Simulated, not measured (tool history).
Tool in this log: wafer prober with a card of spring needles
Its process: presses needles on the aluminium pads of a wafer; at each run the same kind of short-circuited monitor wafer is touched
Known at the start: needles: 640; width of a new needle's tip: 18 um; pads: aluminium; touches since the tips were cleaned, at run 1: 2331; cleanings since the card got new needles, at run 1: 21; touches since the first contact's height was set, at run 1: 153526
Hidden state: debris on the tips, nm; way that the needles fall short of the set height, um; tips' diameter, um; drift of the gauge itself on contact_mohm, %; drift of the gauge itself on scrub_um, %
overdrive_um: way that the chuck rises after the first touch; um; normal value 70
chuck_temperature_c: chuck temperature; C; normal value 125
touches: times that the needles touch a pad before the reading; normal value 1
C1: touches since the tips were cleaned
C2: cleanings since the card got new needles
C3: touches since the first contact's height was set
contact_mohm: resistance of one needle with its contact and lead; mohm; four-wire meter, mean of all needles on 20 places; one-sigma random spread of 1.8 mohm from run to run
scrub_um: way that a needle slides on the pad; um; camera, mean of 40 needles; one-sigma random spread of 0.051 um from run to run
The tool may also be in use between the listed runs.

run 1 hour=0.0 | overdrive_um=70 chuck_temperature_c=125 touches=1 | C1=2331 C2=21 C3=153526 | contact_mohm=206 scrub_um=14.16
-- hour=6.4 height of the first contact set anew
run 2 hour=8.9 | overdrive_um=70 chuck_temperature_c=125 touches=1 | C1=6028 C2=21 C3=1069 | contact_mohm=211 scrub_um=14.69
-- hour=10.0 tips cleaned on abrasive film
run 3 hour=18.6 | overdrive_um=70 chuck_temperature_c=125 touches=1 | C1=3674 C2=22 C3=5165 | contact_mohm=230 scrub_um=14.68
-- hour=25.1 tips cleaned on abrasive film
run 4 hour=26.8 | overdrive_um=70 chuck_temperature_c=125 touches=1 | C1=709 C2=23 C3=8633 | contact_mohm=201 scrub_um=14.67
run 5 hour=32.8 | overdrive_um=70 chuck_temperature_c=125 touches=1 | C1=3300 C2=23 C3=11224 | contact_mohm=209 scrub_um=14.68
-- hour=40.2 tips cleaned on abrasive film
run 6 hour=46.2 | overdrive_um=70 chuck_temperature_c=125 touches=1 | C1=2561 C2=24 C3=16895 | contact_mohm=205 scrub_um=14.58
-- hour=56.1 tips cleaned on abrasive film
run 7 hour=58.2 | overdrive_um=70 chuck_temperature_c=125 touches=1 | C1=889 C2=25 C3=21988 | contact_mohm=200 scrub_um=14.68
run 8 hour=67.8 | overdrive_um=70 chuck_temperature_c=125 touches=1 | C1=5024 C2=25 C3=26123 | contact_mohm=212 scrub_um=14.66
-- hour=71.9 tips cleaned on abrasive film
run 9 hour=81.2 | overdrive_um=70 chuck_temperature_c=125 touches=1 | C1=3952 C2=26 C3=31799 | contact_mohm=212 scrub_um=14.59
-- hour=87.2 tips cleaned on abrasive film, once more
run 10 hour=89.2 | overdrive_um=70 chuck_temperature_c=125 touches=1 | C1=831 C2=27 C3=35191 | contact_mohm=200 scrub_um=14.57
run 11 hour=101.4 | overdrive_um=70 chuck_temperature_c=25 touches=1 | C1=6072 C2=27 C3=40432 | contact_mohm=200 scrub_um=14.69
-- hour=102.3 tips cleaned on abrasive film
run 12 hour=110.7 | overdrive_um=70 chuck_temperature_c=25 touches=1 | C1=3581 C2=28 C3=44361 | contact_mohm=193 scrub_um=14.58
run 13 hour=116.9 | overdrive_um=70 chuck_temperature_c=25 touches=1 | C1=6230 C2=28 C3=47010 | contact_mohm=195 scrub_um=14.54
-- hour=118.0 tips cleaned on abrasive film
run 14 hour=128.5 | overdrive_um=86 chuck_temperature_c=125 touches=1 | C1=4484 C2=29 C3=51934 | contact_mohm=201 scrub_um=17.92
-- hour=133.3 tips cleaned on abrasive film
run 15 hour=136.3 | overdrive_um=70 chuck_temperature_c=38 touches=1 | C1=1313 C2=30 C3=55259 | contact_mohm=182 scrub_um=14.61
run 16 hour=146.5 | overdrive_um=70 chuck_temperature_c=38 touches=1 | C1=5685 C2=30 C3=59631 | contact_mohm=202 scrub_um=14.54
-- hour=148.4 tips cleaned on abrasive film
run 17 hour=154.9 | overdrive_um=70 chuck_temperature_c=125 touches=1 | C1=2770 C2=31 C3=63179 | contact_mohm=207 scrub_um=14.50
-- hour=164.2 tips cleaned on abrasive film
run 18 hour=168.2 | overdrive_um=70 chuck_temperature_c=125 touches=1 | C1=1738 C2=32 C3=68842 | contact_mohm=204 scrub_um=14.46
run 19 hour=174.1 | overdrive_um=70 chuck_temperature_c=125 touches=1 | C1=4249 C2=32 C3=71353 | contact_mohm=216 scrub_um=14.40
-- hour=179.2 tips cleaned on abrasive film
run 20 hour=180.6 | overdrive_um=51 chuck_temperature_c=125 touches=1 | C1=573 C2=33 C3=74083 | contact_mohm=208 scrub_um=10.45
run 21 hour=188.0 | overdrive_um=58 chuck_temperature_c=47 touches=1 | C1=3769 C2=33 C3=77279 | contact_mohm=210 scrub_um=11.86
-- hour=194.5 tips cleaned on abrasive film
run 22 hour=199.4 | overdrive_um=58 chuck_temperature_c=47 touches=1 | C1=2080 C2=34 C3=82108 | contact_mohm=196 scrub_um=12.03
run 23 hour=208.0 | overdrive_um=58 chuck_temperature_c=47 touches=1 | C1=5766 C2=34 C3=85794 | contact_mohm=217 scrub_um=11.91
-- hour=209.7 tips cleaned on abrasive film
run 24 hour=220.0 | overdrive_um=53 chuck_temperature_c=55 touches=2 | C1=4398 C2=35 C3=90891 | contact_mohm=204 scrub_um=10.82
-- hour=224.7 tips cleaned on abrasive film
run 25 hour=226.1 | overdrive_um=53 chuck_temperature_c=55 touches=2 | C1=584 C2=36 C3=93462 | contact_mohm=190 scrub_um=10.76
run 26 hour=238.9 | overdrive_um=53 chuck_temperature_c=55 touches=2 | C1=6048 C2=36 C3=98926 | contact_mohm=209 scrub_um=10.80
-- hour=240.2 tips cleaned on abrasive film
run 27 hour=248.2 | overdrive_um=62 chuck_temperature_c=28 touches=2 | C1=3465 C2=37 C3=102908 | contact_mohm=188 scrub_um=12.75
-- hour=255.4 tips cleaned on abrasive film
run 28 hour=259.4 | overdrive_um=62 chuck_temperature_c=28 touches=2 | C1=1709 C2=38 C3=107624 | contact_mohm=187 scrub_um=12.73
run 29 hour=268.7 | overdrive_um=62 chuck_temperature_c=28 touches=2 | C1=5702 C2=38 C3=111617 | contact_mohm=194 scrub_um=12.76
-- hour=271.1 tips cleaned on abrasive film
run 30 hour=282.1 | overdrive_um=62 chuck_temperature_c=28 touches=2 | C1=4741 C2=39 C3=117341 | contact_mohm=192 scrub_um=12.72
-- hour=286.3 tips cleaned on abrasive film
run 31 hour=293.9 | overdrive_um=59 chuck_temperature_c=37 touches=2 | C1=3252 C2=40 C3=122333 | contact_mohm=196 scrub_um=11.94
-- hour=301.9 tips cleaned on abrasive film
run 32 hour=304.3 | overdrive_um=59 chuck_temperature_c=37 touches=2 | C1=1031 C2=41 C3=126752 | contact_mohm=185 scrub_um=12.05
run 33 hour=310.2 | overdrive_um=75 chuck_temperature_c=98 touches=2 | C1=3561 C2=41 C3=129282 | contact_mohm=193 scrub_um=15.28

Alternative continuations, all from the tool just after run 33; predict every row:
-- hour=317.1 tips cleaned on abrasive film
run A hour=318.9 | overdrive_um=70 chuck_temperature_c=54 touches=1 | C1=745 C2=42 C3=132951 | contact_mohm=? scrub_um=?
-- hour=317.1 tips cleaned on abrasive film
run B hour=318.9 | overdrive_um=75 chuck_temperature_c=98 touches=1 | C1=745 C2=42 C3=132951 | contact_mohm=? scrub_um=?
-- hour=317.1 tips cleaned on abrasive film
run C hour=318.9 | overdrive_um=67 chuck_temperature_c=29 touches=1 | C1=745 C2=42 C3=132951 | contact_mohm=? scrub_um=?
-- hour=317.1 tips cleaned on abrasive film
run D hour=318.9 | overdrive_um=75 chuck_temperature_c=98 touches=2 | C1=745 C2=42 C3=132951 | contact_mohm=? scrub_um=?

run=A contact_mohm=186 scrub_um=14.33
run=B contact_mohm=194 scrub_um=15.27
run=C contact_mohm=179 scrub_um=13.73
run=D contact_mohm=190 scrub_um=15.31
Take away the tool's hidden state, keep each run's random variation, and the runs would have read:
run=A contact_mohm=179 scrub_um=14.71
run=B contact_mohm=188 scrub_um=15.65
run=C contact_mohm=172 scrub_um=14.12
run=D contact_mohm=186 scrub_um=15.69

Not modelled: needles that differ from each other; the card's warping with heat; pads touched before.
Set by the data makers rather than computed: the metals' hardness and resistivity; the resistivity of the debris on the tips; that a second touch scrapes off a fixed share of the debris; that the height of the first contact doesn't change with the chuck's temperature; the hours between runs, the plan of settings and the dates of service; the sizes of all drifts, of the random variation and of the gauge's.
